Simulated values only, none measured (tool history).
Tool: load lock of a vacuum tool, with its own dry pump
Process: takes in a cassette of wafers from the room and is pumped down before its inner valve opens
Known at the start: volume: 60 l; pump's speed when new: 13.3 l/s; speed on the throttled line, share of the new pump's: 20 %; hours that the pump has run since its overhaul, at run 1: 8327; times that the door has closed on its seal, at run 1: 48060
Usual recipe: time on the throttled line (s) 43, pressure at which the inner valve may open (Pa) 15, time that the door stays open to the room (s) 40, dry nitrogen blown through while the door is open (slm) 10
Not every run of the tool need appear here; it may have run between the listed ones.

run	day	time on the throttled line (s)	pressure at which the inner valve may open (Pa)	time that the door stays open to the room (s)	dry nitrogen blown through while the door is open (slm)	hours that the pump has run since its overhaul	times that the door has closed on its seal	incoming humidity of the room's air, %	time from the closed door until the inner valve may open (s)	rise of the pressure with all valves shut (Pa/min)
1	0	43	15	40	10	8327	48060	46.1	74.3	0.017
2	10.429	78	15	40	10	8577	49266	42.9	102	0.008
3	23.792	43	15	40	10	8898	50812	40.8	74.3	0.014
4	33.583	43	15	40	10	9133	51944	47	74.7	0.013
5	42.104	43	15	40	10	9337	52930	44.2	74.2	0.015
6	55.404	43	15	40	36	9656	54468	45	74.8	0.012
# day 59.279: door's seal changed, seat wiped
7	62.6	43	15	40	36	9828	384	45.4	75.1	0.005
8	77.258	43	15	40	10	10179	2079	47.6	75.1	0.014
9	91.517	43	15	40	10	10521	3728	46.9	74.9	0.009
10	107.862	43	17	40	10	10914	5619	46.8	74	0.011
11	119.25	43	17	40	10	11187	6936	39.6	74	0.011
12	133.675	43	17	40	10	11533	8605	47.8	74	0.012
# day 150.208: dry pump taken out, an overhauled one fitted
13	150.208	43	17	40	10	0	10488	44.4	74.4	0.008
14	161.942	43	17	40	10	282	11846	41.4	73.9	0.011
15	173.446	43	15	40	33	558	13176	48.1	73.9	0.006
16	188.042	43	15	40	10	908	14865	44.2	75.2	0.017
17	204.208	43	15	40	10	1296	16735	47	74.5	0.017
18	218.762	43	15	40	10	1645	18418	43.2	74.1	0.013
19	235.008	43	15	40	10	2035	20298	48.5	74.9	0.013
20	245.938	30	12	130	38	2298	21562	44.1	65.5	0.007
21	255.708	27	12	76	35	2532	22692	48.3	62.8	0.008
22	265.146	79	16	104	10	2758	23783	46.8	103.6	0.022
23	281.575	79	16	104	10	3153	25684	45.6	103.2	0.023
24	294.929	81	18	69	35	3473	27229	42.7	105.1	0.012
25	309.054	22	13	28	11	3812	28862	44.9	58	0.007
26	322.429	22	13	28	11	4133	30410	46.2	58.3	0.011
27	332.342	22	22	28	31	4371	31556	41.2	55.8	0.011
28	348.521	22	22	28	31	4760	33428	45.9	55.7	0.01
29	357.279	78	22	118	29	4970	34441	44.1	100.9	0.016
30	369.808	46	20	118	7	5270	35890	45.5	75.7	0.02
31	381.521	46	20	118	7	5551	37245	45	75.1	0.029
32	395.025	46	20	118	7	5876	38807	44.6	75.5	0.029
33	406.508	44	12	29	10	6151	40135	43.4	75.7	0.011
34	423.179	43	26	29	10	6551	42063	46.7	72	0.009
35	439.658	43	26	29	10	6947	43970	44.2	71.5	0.015
36	446.767	43	15	123	5	7117	44792	43.1	74.4	0.03
37	463.754	43	15	40	23	7525	46757	47.2	74.3	0.01
38	476.829	43	15	30	5	7839	48269	43.8	74.4	0.02

Forecast each of these 3 alternatives for the next run:
A	490.996	28	15	40	10	8179	49908	43.8	?	?
B	490.996	43	23	40	10	8179	49908	44	?	?
C	490.996	43	15	183	5	8179	49908	43.9	?	?

run	time from the closed door until the inner valve may open (s)	rise of the pressure with all valves shut (Pa/min)
A	62.2	0.014
B	72.5	0.01
C	75.1	0.035
What these runs would have given with no unlogged condition in the tool:
run	time from the closed door until the inner valve may open (s)	rise of the pressure with all valves shut (Pa/min)
A	62.2	0.012
B	72.4	0.008
C	75.1	0.033

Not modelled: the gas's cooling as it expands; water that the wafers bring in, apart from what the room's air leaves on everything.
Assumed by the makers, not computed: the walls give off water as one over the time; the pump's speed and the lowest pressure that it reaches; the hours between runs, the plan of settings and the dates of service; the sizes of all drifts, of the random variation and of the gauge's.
